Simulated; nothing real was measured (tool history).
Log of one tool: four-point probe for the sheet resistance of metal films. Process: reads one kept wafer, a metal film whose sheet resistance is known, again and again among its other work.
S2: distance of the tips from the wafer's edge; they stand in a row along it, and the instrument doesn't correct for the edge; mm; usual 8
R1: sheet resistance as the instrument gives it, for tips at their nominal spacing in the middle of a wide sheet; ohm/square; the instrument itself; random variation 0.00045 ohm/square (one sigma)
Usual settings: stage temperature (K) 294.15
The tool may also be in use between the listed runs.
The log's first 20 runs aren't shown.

{"run": 21, "hour": 1630.9, "stage temperature (K)": 307.15, "S2": 29, "R1": 2.232201}
{"run": 22, "hour": 1692.2, "stage temperature (K)": 307.15, "S2": 29, "R1": 2.232122}
{"hour": 1752.2, "done": "new probe head fitted"}
{"run": 23, "hour": 1757.5, "stage temperature (K)": 307.15, "S2": 67, "R1": 2.231076}
{"run": 24, "hour": 1842.0, "stage temperature (K)": 307.15, "S2": 67, "R1": 2.23132}
{"run": 25, "hour": 1931.5, "stage temperature (K)": 294.15, "S2": 67, "R1": 2.242175}
{"run": 26, "hour": 2008.3, "stage temperature (K)": 301.15, "S2": 7, "R1": 2.25959}
{"run": 27, "hour": 2114.3, "stage temperature (K)": 292.15, "S2": 4, "R1": 2.317078}
{"run": 28, "hour": 2201.3, "stage temperature (K)": 292.15, "S2": 4, "R1": 2.316352}
{"run": 29, "hour": 2304.7, "stage temperature (K)": 303.15, "S2": 21, "R1": 2.236816}
{"run": 30, "hour": 2396.1, "stage temperature (K)": 303.15, "S2": 21, "R1": 2.235756}
{"run": 31, "hour": 2458.8, "stage temperature (K)": 306.15, "S2": 30, "R1": 2.232182}

Forecast each of these 4 alternatives for the next run:
{"run": "A", "hour": 2507.2, "stage temperature (K)": 300.15, "S2": 8, "R1": "?"}
{"run": "B", "hour": 2507.2, "stage temperature (K)": 307.15, "S2": 58, "R1": "?"}
{"run": "C", "hour": 2507.2, "stage temperature (K)": 302.15, "S2": 10, "R1": "?"}
{"run": "D", "hour": 2507.2, "stage temperature (K)": 294.15, "S2": 21, "R1": "?"}

run=A R1=2.255040
run=B R1=2.230705
run=C R1=2.246932
run=D R1=2.244514
Without the tool's hidden state the same runs would have given:
run=A R1=2.255105
run=B R1=2.230769
run=C R1=2.246997
run=D R1=2.244577

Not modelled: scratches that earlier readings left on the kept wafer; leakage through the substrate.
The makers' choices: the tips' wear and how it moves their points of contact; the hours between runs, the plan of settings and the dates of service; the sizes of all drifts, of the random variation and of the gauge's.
